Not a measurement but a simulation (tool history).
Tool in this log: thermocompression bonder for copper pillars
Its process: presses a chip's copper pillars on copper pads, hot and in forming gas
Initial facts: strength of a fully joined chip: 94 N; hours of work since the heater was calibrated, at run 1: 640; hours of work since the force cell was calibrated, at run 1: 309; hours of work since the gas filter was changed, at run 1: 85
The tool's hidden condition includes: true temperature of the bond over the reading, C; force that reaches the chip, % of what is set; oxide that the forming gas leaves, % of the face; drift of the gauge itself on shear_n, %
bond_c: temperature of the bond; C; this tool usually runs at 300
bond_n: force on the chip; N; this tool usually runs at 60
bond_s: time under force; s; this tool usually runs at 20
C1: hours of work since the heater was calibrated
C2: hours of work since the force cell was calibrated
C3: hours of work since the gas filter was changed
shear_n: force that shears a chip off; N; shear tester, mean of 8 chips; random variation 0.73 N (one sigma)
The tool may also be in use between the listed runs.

run 1 day=0 | bond_c=300 bond_n=60 bond_s=20 | C1=640 C2=309 C3=85 | shear_n=46.3
run 2 day=2.679 | bond_c=300 bond_n=60 bond_s=20 | C1=667 C2=337 C3=112 | shear_n=45.9
-- day=2.912 forming gas filter changed
run 3 day=4.7 | bond_c=300 bond_n=44 bond_s=20 | C1=688 C2=357 C3=18 | shear_n=37.6
run 4 day=7.258 | bond_c=300 bond_n=50 bond_s=20 | C1=714 C2=383 C3=44 | shear_n=39.2
run 5 day=9.192 | bond_c=300 bond_n=50 bond_s=20 | C1=734 C2=403 C3=64 | shear_n=39.5
run 6 day=11.658 | bond_c=300 bond_n=38 bond_s=20 | C1=759 C2=428 C3=90 | shear_n=30.7
run 7 day=13.75 | bond_c=300 bond_n=38 bond_s=20 | C1=780 C2=450 C3=111 | shear_n=30.2
-- day=13.996 forming gas filter changed
run 8 day=15.483 | bond_c=300 bond_n=38 bond_s=20 | C1=798 C2=467 C3=15 | shear_n=32.9
run 9 day=17.433 | bond_c=300 bond_n=38 bond_s=20 | C1=818 C2=487 C3=35 | shear_n=31.1
-- day=19.95 heater calibrated with a thermocouple chip
run 10 day=20.821 | bond_c=318 bond_n=60 bond_s=20 | C1=9 C2=521 C3=69 | shear_n=59.7
-- day=21.192 force cell calibrated
run 11 day=22.971 | bond_c=318 bond_n=60 bond_s=20 | C1=30 C2=18 C3=90 | shear_n=58.4
-- day=25.283 forming gas filter changed
run 12 day=26.404 | bond_c=300 bond_n=60 bond_s=20 | C1=65 C2=53 C3=11 | shear_n=51.3
run 13 day=28.904 | bond_c=300 bond_n=60 bond_s=20 | C1=91 C2=79 C3=37 | shear_n=51.5
run 14 day=30.554 | bond_c=300 bond_n=60 bond_s=54 | C1=108 C2=96 C3=54 | shear_n=66.9
run 15 day=33.408 | bond_c=310 bond_n=49 bond_s=16 | C1=137 C2=125 C3=83 | shear_n=43.6
-- day=35.525 force cell calibrated, once more
-- day=36.421 forming gas filter changed
run 16 day=36.421 | bond_c=301 bond_n=60 bond_s=20 | C1=167 C2=9 C3=0 | shear_n=53
run 17 day=39.858 | bond_c=301 bond_n=60 bond_s=20 | C1=202 C2=44 C3=35 | shear_n=52.1
run 18 day=41.808 | bond_c=301 bond_n=60 bond_s=20 | C1=222 C2=64 C3=55 | shear_n=50.1
run 19 day=44.792 | bond_c=287 bond_n=51 bond_s=21 | C1=253 C2=95 C3=86 | shear_n=38.1
run 20 day=46.579 | bond_c=287 bond_n=61 bond_s=49 | C1=271 C2=113 C3=104 | shear_n=56.7
-- day=47.408 forming gas filter changed
run 21 day=48.525 | bond_c=311 bond_n=59 bond_s=39 | C1=291 C2=133 C3=11 | shear_n=67.3
run 22 day=50.454 | bond_c=300 bond_n=52 bond_s=20 | C1=310 C2=152 C3=31 | shear_n=44
run 23 day=53.779 | bond_c=300 bond_n=52 bond_s=20 | C1=344 C2=186 C3=65 | shear_n=43.7
run 24 day=56.696 | bond_c=300 bond_n=41 bond_s=37 | C1=374 C2=216 C3=95 | shear_n=42.9

Selected run-to-run steps in shear_n, each split into two signed amounts: the part the tool would show with no hidden state at all (from settings, incoming material and random variation), and the remainder, which goes to the hidden state together with any gauge scatter not common to the measured and the hidden-state-free results:
Run 2 -> 3: bond_n 60 -> 44, forming gas filter changed. shear_n -8.3 N: hidden state +3.9, all else -12.2.
Run 9 -> 10: bond_c 300 -> 318, bond_n 38 -> 60, heater calibrated with a thermocouple chip. shear_n +28.6 N: hidden state +1.6, all else +27.
Run 14 -> 15: bond_c 300 -> 310, bond_n 60 -> 49, bond_s 54 -> 16. shear_n -23.3 N: hidden state -0.1, all else -23.2.
Run 20 -> 21: bond_c 287 -> 311, bond_n 61 -> 59, bond_s 49 -> 39, forming gas filter changed. shear_n +10.6 N: hidden state +4, all else +6.6.

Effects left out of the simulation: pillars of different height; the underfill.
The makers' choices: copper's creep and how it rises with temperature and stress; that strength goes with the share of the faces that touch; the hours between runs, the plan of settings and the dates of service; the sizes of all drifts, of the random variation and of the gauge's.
